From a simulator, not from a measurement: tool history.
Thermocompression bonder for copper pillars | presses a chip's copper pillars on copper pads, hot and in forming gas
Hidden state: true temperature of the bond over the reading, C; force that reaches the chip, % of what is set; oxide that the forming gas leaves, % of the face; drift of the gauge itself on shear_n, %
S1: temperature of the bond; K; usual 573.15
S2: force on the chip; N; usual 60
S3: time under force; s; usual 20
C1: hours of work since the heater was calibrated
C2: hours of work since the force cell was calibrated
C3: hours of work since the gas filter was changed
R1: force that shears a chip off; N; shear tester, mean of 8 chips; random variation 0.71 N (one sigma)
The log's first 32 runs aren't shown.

run   hour      S1  S2  S3    C1   C2  C3     R1
 33  213.9  599.15  65  45  1055  228  29  112.6
 34  219.2  591.15  39  20  1058  231  32   75.3
 35  223.1  592.15  88  19  1060  233  34  109.1
 36  227.2  583.15  49  12  1062  235  36   70.5
 37  236.2  565.15  70  51  1067  239  41  106.2
 38  240.7  560.15  74  20  1069  242  43   87.3
 39  247.4  573.15  60  11  1072  245  47     72
 40  252.3  591.15  60  12  1075  248  49   82.7
 41  256.5  573.15  40  11  1077  250  51   54.3

Forecast each of these 3 alternatives for the next run:
  A  263.1  564.15  40  11  1080  253  55   ?
  B  263.1  573.15  65  20  1080  253  55   ?
  C  263.1  573.15  40  33  1080  253  55   ?

run    R1
  A  50.6
  B  89.5
  C  78.4
Without the tool's hidden state the same runs would have given:
run    R1
  A    48
  B  86.9
  C  75.6
